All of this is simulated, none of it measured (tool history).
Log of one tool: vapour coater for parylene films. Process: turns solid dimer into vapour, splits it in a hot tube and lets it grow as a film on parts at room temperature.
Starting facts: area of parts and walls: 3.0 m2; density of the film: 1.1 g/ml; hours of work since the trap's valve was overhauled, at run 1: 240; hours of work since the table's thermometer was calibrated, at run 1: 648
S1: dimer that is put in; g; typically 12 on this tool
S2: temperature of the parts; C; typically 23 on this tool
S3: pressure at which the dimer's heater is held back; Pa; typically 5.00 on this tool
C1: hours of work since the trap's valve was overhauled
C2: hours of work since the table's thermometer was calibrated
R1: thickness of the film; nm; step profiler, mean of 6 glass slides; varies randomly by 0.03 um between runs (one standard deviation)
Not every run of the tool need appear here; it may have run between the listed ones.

run 1 hour=0.0 | S1=12 S2=23 S3=5.00 | C1=240 C2=648 | R1=2630
run 2 hour=23.0 | S1=12 S2=23 S3=5.69 | C1=258 C2=666 | R1=2550
run 3 hour=45.4 | S1=12 S2=23 S3=5.00 | C1=276 C2=684 | R1=2600
run 4 hour=57.4 | S1=12 S2=23 S3=5.00 | C1=285 C2=693 | R1=2610
run 5 hour=79.9 | S1=12 S2=20 S3=5.00 | C1=303 C2=711 | R1=2870
run 6 hour=92.4 | S1=12 S2=20 S3=5.00 | C1=313 C2=721 | R1=2860
run 7 hour=108.7 | S1=12 S2=23 S3=5.00 | C1=326 C2=734 | R1=2630
run 8 hour=134.7 | S1=12 S2=23 S3=5.00 | C1=347 C2=755 | R1=2580
run 9 hour=150.8 | S1=12 S2=23 S3=5.00 | C1=359 C2=768 | R1=2540
run 10 hour=177.2 | S1=12 S2=23 S3=5.00 | C1=380 C2=789 | R1=2610
run 11 hour=188.9 | S1=12 S2=20 S3=5.00 | C1=390 C2=798 | R1=2800
run 12 hour=208.4 | S1=17 S2=25 S3=10.99 | C1=405 C2=813 | R1=2740
run 13 hour=232.4 | S1=17 S2=25 S3=3.43 | C1=424 C2=832 | R1=3610

Run 14 has not been measured yet. What should we expect?
run 14 hour=244.9 | S1=12 S2=16 S3=5.52 | C1=434 C2=842 | R1=?

Run 14 gave R1 3100 nm.
On a tool with no hidden condition, and with the same random variation, this run would have come out at R1 3560 nm.

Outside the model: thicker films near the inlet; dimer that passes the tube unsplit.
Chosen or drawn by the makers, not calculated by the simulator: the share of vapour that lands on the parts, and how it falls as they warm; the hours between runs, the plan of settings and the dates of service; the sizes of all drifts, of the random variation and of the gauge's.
